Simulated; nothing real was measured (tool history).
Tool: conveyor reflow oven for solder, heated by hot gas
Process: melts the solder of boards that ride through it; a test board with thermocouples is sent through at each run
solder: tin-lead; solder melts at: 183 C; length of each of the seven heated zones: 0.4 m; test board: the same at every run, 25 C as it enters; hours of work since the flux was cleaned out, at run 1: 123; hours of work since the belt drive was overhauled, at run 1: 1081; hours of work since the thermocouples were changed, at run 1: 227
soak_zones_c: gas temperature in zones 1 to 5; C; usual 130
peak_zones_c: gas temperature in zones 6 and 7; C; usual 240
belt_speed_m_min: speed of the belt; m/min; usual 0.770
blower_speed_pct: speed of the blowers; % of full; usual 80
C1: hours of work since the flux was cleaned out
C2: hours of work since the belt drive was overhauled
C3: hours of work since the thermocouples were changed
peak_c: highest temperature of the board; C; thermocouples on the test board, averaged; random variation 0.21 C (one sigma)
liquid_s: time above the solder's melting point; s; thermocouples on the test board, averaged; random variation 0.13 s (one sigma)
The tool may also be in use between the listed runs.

run 1 hour=0.0 | soak_zones_c=130 peak_zones_c=240 belt_speed_m_min=0.770 blower_speed_pct=80 | C1=123 C2=1081 C3=227 | peak_c=221.9 liquid_s=48.8
run 2 hour=41.1 | soak_zones_c=130 peak_zones_c=240 belt_speed_m_min=0.770 blower_speed_pct=80 | C1=143 C2=1100 C3=247 | peak_c=221.8 liquid_s=49.0
run 3 hour=78.1 | soak_zones_c=130 peak_zones_c=240 belt_speed_m_min=0.770 blower_speed_pct=80 | C1=161 C2=1118 C3=265 | peak_c=221.7 liquid_s=48.7
run 4 hour=144.4 | soak_zones_c=130 peak_zones_c=240 belt_speed_m_min=0.770 blower_speed_pct=80 | C1=192 C2=1150 C3=296 | peak_c=221.3 liquid_s=48.6
run 5 hour=199.4 | soak_zones_c=130 peak_zones_c=240 belt_speed_m_min=0.770 blower_speed_pct=80 | C1=219 C2=1176 C3=323 | peak_c=221.1 liquid_s=48.2
run 6 hour=250.0 | soak_zones_c=122 peak_zones_c=240 belt_speed_m_min=0.770 blower_speed_pct=80 | C1=243 C2=1201 C3=347 | peak_c=219.6 liquid_s=45.1
-- hour=270.1 flux residue cleaned out of gas plates and filters
run 7 hour=319.8 | soak_zones_c=122 peak_zones_c=240 belt_speed_m_min=0.770 blower_speed_pct=80 | C1=24 C2=1232 C3=378 | peak_c=221.9 liquid_s=47.3
run 8 hour=365.0 | soak_zones_c=122 peak_zones_c=240 belt_speed_m_min=0.770 blower_speed_pct=80 | C1=45 C2=1253 C3=400 | peak_c=221.9 liquid_s=47.3
run 9 hour=406.9 | soak_zones_c=122 peak_zones_c=234 belt_speed_m_min=0.770 blower_speed_pct=80 | C1=66 C2=1273 C3=420 | peak_c=216.3 liquid_s=43.7
run 10 hour=446.4 | soak_zones_c=122 peak_zones_c=234 belt_speed_m_min=0.770 blower_speed_pct=80 | C1=84 C2=1292 C3=439 | peak_c=216.0 liquid_s=43.8
run 11 hour=492.4 | soak_zones_c=122 peak_zones_c=234 belt_speed_m_min=0.770 blower_speed_pct=80 | C1=107 C2=1314 C3=461 | peak_c=216.1 liquid_s=43.7
-- hour=520.4 belt drive overhauled, speed set with a stopwatch
run 12 hour=564.7 | soak_zones_c=122 peak_zones_c=234 belt_speed_m_min=0.770 blower_speed_pct=71 | C1=139 C2=21 C3=493 | peak_c=212.6 liquid_s=39.6
run 13 hour=602.6 | soak_zones_c=130 peak_zones_c=228 belt_speed_m_min=0.770 blower_speed_pct=80 | C1=157 C2=39 C3=512 | peak_c=210.4 liquid_s=40.0
-- hour=645.9 thermocouples of zones 6 and 7 changed
run 14 hour=671.8 | soak_zones_c=130 peak_zones_c=228 belt_speed_m_min=0.770 blower_speed_pct=80 | C1=190 C2=72 C3=12 | peak_c=210.5 liquid_s=39.8
run 15 hour=737.6 | soak_zones_c=130 peak_zones_c=228 belt_speed_m_min=0.770 blower_speed_pct=80 | C1=221 C2=103 C3=44 | peak_c=210.1 liquid_s=39.7
run 16 hour=792.1 | soak_zones_c=130 peak_zones_c=240 belt_speed_m_min=0.874 blower_speed_pct=55 | C1=247 C2=129 C3=70 | peak_c=210.1 liquid_s=32.7
-- hour=801.9 flux residue cleaned out of gas plates and filters
run 17 hour=873.6 | soak_zones_c=130 peak_zones_c=240 belt_speed_m_min=0.874 blower_speed_pct=55 | C1=34 C2=166 C3=107 | peak_c=211.2 liquid_s=34.3
run 18 hour=932.9 | soak_zones_c=130 peak_zones_c=236 belt_speed_m_min=0.770 blower_speed_pct=58 | C1=63 C2=194 C3=135 | peak_c=214.1 liquid_s=42.2
run 19 hour=998.3 | soak_zones_c=130 peak_zones_c=236 belt_speed_m_min=0.770 blower_speed_pct=58 | C1=94 C2=226 C3=166 | peak_c=213.8 liquid_s=42.0
run 20 hour=1067.7 | soak_zones_c=130 peak_zones_c=236 belt_speed_m_min=0.651 blower_speed_pct=58 | C1=127 C2=259 C3=200 | peak_c=219.7 liquid_s=55.1
run 21 hour=1104.6 | soak_zones_c=123 peak_zones_c=240 belt_speed_m_min=0.770 blower_speed_pct=80 | C1=145 C2=276 C3=217 | peak_c=219.7 liquid_s=45.0
run 22 hour=1163.8 | soak_zones_c=123 peak_zones_c=240 belt_speed_m_min=0.770 blower_speed_pct=80 | C1=173 C2=305 C3=246 | peak_c=219.7 liquid_s=44.7
run 23 hour=1238.6 | soak_zones_c=123 peak_zones_c=232 belt_speed_m_min=0.770 blower_speed_pct=80 | C1=209 C2=341 C3=282 | peak_c=212.1 liquid_s=39.6
run 24 hour=1284.1 | soak_zones_c=144 peak_zones_c=232 belt_speed_m_min=0.770 blower_speed_pct=65 | C1=231 C2=362 C3=303 | peak_c=213.5 liquid_s=46.1
run 25 hour=1317.9 | soak_zones_c=144 peak_zones_c=232 belt_speed_m_min=0.770 blower_speed_pct=65 | C1=247 C2=379 C3=320 | peak_c=213.4 liquid_s=46.3
-- hour=1328.9 flux residue cleaned out of gas plates and filters
run 26 hour=1373.1 | soak_zones_c=141 peak_zones_c=232 belt_speed_m_min=0.770 blower_speed_pct=53 | C1=21 C2=403 C3=344 | peak_c=212.2 liquid_s=44.3
run 27 hour=1404.7 | soak_zones_c=121 peak_zones_c=241 belt_speed_m_min=0.708 blower_speed_pct=53 | C1=36 C2=418 C3=359 | peak_c=219.0 liquid_s=47.8
run 28 hour=1457.7 | soak_zones_c=121 peak_zones_c=250 belt_speed_m_min=0.812 blower_speed_pct=53 | C1=62 C2=443 C3=384 | peak_c=220.8 liquid_s=41.9
run 29 hour=1489.8 | soak_zones_c=132 peak_zones_c=240 belt_speed_m_min=0.768 blower_speed_pct=80 | C1=77 C2=459 C3=399 | peak_c=222.4 liquid_s=49.0
run 30 hour=1531.9 | soak_zones_c=133 peak_zones_c=240 belt_speed_m_min=0.770 blower_speed_pct=80 | C1=97 C2=479 C3=420 | peak_c=222.0 liquid_s=49.0

3 ways to go on from here, each from the tool as it stands after run 30. What would each give?
run A hour=1578.5 | soak_zones_c=125 peak_zones_c=231 belt_speed_m_min=0.770 blower_speed_pct=80 | C1=120 C2=501 C3=442 | peak_c=? liquid_s=?
run B hour=1578.5 | soak_zones_c=144 peak_zones_c=242 belt_speed_m_min=0.665 blower_speed_pct=80 | C1=120 C2=501 C3=442 | peak_c=? liquid_s=?
run C hour=1578.5 | soak_zones_c=128 peak_zones_c=240 belt_speed_m_min=0.770 blower_speed_pct=80 | C1=120 C2=501 C3=442 | peak_c=? liquid_s=?

run=A peak_c=212.5 liquid_s=40.7
run=B peak_c=229.3 liquid_s=65.2
run=C peak_c=221.2 liquid_s=46.9
Without the tool's hidden state the same runs would have given:
run=A peak_c=214.0 liquid_s=41.3
run=B peak_c=230.6 liquid_s=64.8
run=C peak_c=222.6 liquid_s=47.1

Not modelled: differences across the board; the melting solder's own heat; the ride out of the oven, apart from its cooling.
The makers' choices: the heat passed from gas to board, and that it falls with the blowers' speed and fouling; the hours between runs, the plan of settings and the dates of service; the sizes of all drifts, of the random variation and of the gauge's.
